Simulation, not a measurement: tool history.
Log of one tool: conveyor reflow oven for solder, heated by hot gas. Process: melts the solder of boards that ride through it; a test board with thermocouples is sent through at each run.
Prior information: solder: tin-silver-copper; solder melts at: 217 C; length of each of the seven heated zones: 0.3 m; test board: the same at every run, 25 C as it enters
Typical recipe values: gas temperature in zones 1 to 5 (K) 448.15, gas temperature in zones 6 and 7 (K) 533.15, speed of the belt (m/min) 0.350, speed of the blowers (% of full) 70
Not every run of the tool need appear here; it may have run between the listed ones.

run,hour,gas temperature in zones 1 to 5 (K),gas temperature in zones 6 and 7 (K),speed of the belt (m/min),speed of the blowers (% of full),highest temperature of the board (K),time above the solder's melting point (s)
1,0.0,448.15,533.15,0.350,70,517.75,69.2
2,39.8,448.15,533.15,0.350,70,518.05,69.3
3,98.7,448.15,533.15,0.351,70,517.95,69.0
4,137.6,448.15,533.15,0.351,70,518.05,69.0
# hour 196.8: flux residue cleaned out of gas plates and filters
5,203.9,448.15,533.15,0.351,70,517.85,69.4
6,240.2,448.15,533.15,0.351,70,517.95,68.9
7,269.1,448.15,533.15,0.351,70,517.95,69.3
8,317.4,443.15,533.15,0.350,70,517.25,65.7
9,353.9,458.15,533.15,0.350,70,519.95,77.6
10,384.8,458.15,533.15,0.350,70,519.75,77.2
11,423.7,458.15,533.15,0.350,70,519.55,76.5
12,478.4,458.15,533.15,0.350,70,519.65,76.9
13,506.8,458.15,533.15,0.350,70,519.85,77.2
14,547.6,458.15,533.15,0.350,70,519.55,77.1
15,582.8,458.15,533.15,0.350,70,519.65,77.4
16,608.5,448.15,533.15,0.350,70,517.95,69.6
17,672.2,448.15,533.15,0.350,70,518.15,69.2
18,703.4,457.15,538.15,0.332,70,525.15,86.8
19,756.1,457.15,538.15,0.387,58,517.35,63.9
# hour 764.1: thermocouples of zones 6 and 7 changed
20,799.8,454.15,533.15,0.282,70,524.45,101.9
# hour 816.6: flux residue cleaned out of gas plates and filters
21,836.6,454.15,539.15,0.420,79,520.45,61.5
22,870.7,448.15,533.15,0.350,87,521.05,74.5
23,920.9,448.15,548.15,0.350,87,534.75,85.3
24,947.1,460.15,548.15,0.350,60,530.35,87.1
25,999.3,448.15,533.15,0.310,53,517.15,76.8
26,1062.1,448.15,533.15,0.310,53,516.95,76.8
27,1096.7,434.15,532.15,0.411,71,509.25,40.9
28,1132.3,450.15,533.15,0.369,70,516.75,64.9
29,1163.6,448.15,526.15,0.350,70,512.05,61.6
30,1220.7,444.15,533.15,0.350,55,512.95,58.3
31,1259.7,448.15,533.15,0.350,69,517.65,69.0

3 ways to go on from here, each from the tool as it stands after run 31. What would each give?
A,1311.9,448.15,533.15,0.350,75,?,?
B,1311.9,443.15,536.15,0.350,69,?,?
C,1311.9,455.15,533.15,0.350,88,?,?

run,highest temperature of the board (K),time above the solder's melting point (s)
A,519.15,71.2
B,519.55,68.4
C,522.45,79.5
Stripped of hidden state, with their random variation kept, the same runs would have yielded:
run,highest temperature of the board (K),time above the solder's melting point (s)
A,519.25,71.3
B,519.65,68.5
C,522.45,79.6

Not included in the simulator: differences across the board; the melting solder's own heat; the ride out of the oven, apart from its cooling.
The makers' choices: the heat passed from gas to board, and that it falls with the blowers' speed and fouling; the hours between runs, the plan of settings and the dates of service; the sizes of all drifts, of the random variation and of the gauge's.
